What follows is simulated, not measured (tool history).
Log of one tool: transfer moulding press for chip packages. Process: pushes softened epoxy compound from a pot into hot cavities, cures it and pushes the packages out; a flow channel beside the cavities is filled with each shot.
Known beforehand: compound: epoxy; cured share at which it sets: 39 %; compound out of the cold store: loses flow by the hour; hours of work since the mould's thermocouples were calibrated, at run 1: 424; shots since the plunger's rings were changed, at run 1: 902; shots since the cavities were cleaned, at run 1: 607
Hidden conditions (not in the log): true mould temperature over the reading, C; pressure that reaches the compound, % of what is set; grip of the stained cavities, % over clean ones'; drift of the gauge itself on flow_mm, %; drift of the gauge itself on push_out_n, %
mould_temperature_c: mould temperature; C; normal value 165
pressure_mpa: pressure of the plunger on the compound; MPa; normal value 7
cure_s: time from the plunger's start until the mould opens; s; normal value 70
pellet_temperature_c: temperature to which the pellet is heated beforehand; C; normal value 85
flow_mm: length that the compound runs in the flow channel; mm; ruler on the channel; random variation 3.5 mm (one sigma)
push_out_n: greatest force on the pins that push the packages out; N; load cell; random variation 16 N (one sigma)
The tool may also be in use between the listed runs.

run,hour,mould_temperature_c,pressure_mpa,cure_s,pellet_temperature_c,hours of work since the mould's thermocouples were calibrated,shots since the plunger's rings were changed,shots since the cavities were cleaned,incoming compound's hours out of the cold store,flow_mm,push_out_n
1,0,165,7,70,85,424,902,607,27.9,489,1197
# hour 39.5: cavities cleaned with cleaning compound and waxed
2,52.2,165,7,70,85,461,1673,193,25.8,489,1020
# hour 76.9: mould's thermocouples calibrated
3,91.7,165,7,70,85,11,2244,764,36.4,468,1051
# hour 122.3: cavities cleaned with cleaning compound and waxed
4,133.1,165,7,70,85,39,2850,164,42.8,463,891
5,155.8,165,7,70,85,55,3196,510,15.8,489,1117
6,191.6,165,7,70,85,81,3740,1054,46.8,452,1127
# hour 204.3: cavities cleaned with cleaning compound and waxed
7,234.6,165,7,70,85,111,4370,460,36.6,462,1025
# hour 248.1: plunger's sealing rings changed
8,271,165,7,70,85,135,347,976,45.4,470,1116
# hour 286.7: cavities cleaned with cleaning compound and waxed
9,298.4,165,7,70,85,154,741,177,29.8,492,954
10,337.8,165,7,70,85,182,1340,776,36.8,476,1103
# hour 368.7: cavities cleaned with cleaning compound and waxed
11,370.9,165,7,70,85,204,1820,32,13.6,510,869
12,409.1,165,7,70,85,232,2402,614,20.9,493,1147
13,430.5,165,7,70,85,247,2728,940,12.5,502,1208
# hour 447.7: cavities cleaned with cleaning compound and waxed
14,454.8,165,7,70,85,263,3075,109,9.5,512,934
15,498.3,165,7,69,85,294,3736,770,24,481,1258
# hour 528.6: cavities cleaned with cleaning compound and waxed
16,547.8,167,6.48,70,85,329,4465,292,14.6,465,935
# hour 553.7: plunger's sealing rings changed
17,588.7,167,6.48,70,85,356,531,876,27.1,469,1047
# hour 612.9: cavities cleaned with cleaning compound and waxed
18,624.8,170,5.2,70,91,381,1058,181,33,406,696
19,649.3,167,6.52,108,91,399,1430,553,27.5,465,612
# hour 694.3: cavities cleaned with cleaning compound and waxed
20,700.7,165,5.69,70,94,434,2190,97,37.6,425,852
21,743.7,165,5.69,70,94,465,2844,751,31.6,426,1071
# hour 762.9: mould's thermocouples calibrated
# hour 777.3: cavities cleaned with cleaning compound and waxed
22,786.1,158,7,70,85,16,3434,132,10.6,520,1537
23,810.1,158,6.94,86,94,33,3800,498,42.2,469,1042
24,845.1,158,6.81,86,92,58,4332,1030,33.8,474,1049
# hour 860.2: plunger's sealing rings changed
# hour 861.7: cavities cleaned with cleaning compound and waxed
25,899.1,162,7,70,85,94,568,568,41.9,481,1293
# hour 942: cavities cleaned with cleaning compound and waxed
26,942,162,7,70,85,123,1198,0,39.5,475,961
27,985.6,162,7,70,85,154,1862,664,42.8,478,1365

Predict each of these 5 candidate next runs independently; none follows another, all start after run 27:
A,1009.7,165,7.36,55,85,172,2228,1030,25.5,?,?
B,1009.7,168,7,70,85,172,2228,1030,31.5,?,?
C,1009.7,166,8.12,73,85,172,2228,1030,38.2,?,?
D,1009.7,165,7,52,95,172,2228,1030,14.5,?,?
E,1009.7,165,7,108,85,172,2228,1030,20.8,?,?

run,flow_mm,push_out_n
A,500,2149
B,476,906
C,502,983
D,507,2274
E,490,666
With no hidden state in the tool, these same runs would have given:
run,flow_mm,push_out_n
A,512,1448
B,487,610
C,514,662
D,519,1532
E,502,450

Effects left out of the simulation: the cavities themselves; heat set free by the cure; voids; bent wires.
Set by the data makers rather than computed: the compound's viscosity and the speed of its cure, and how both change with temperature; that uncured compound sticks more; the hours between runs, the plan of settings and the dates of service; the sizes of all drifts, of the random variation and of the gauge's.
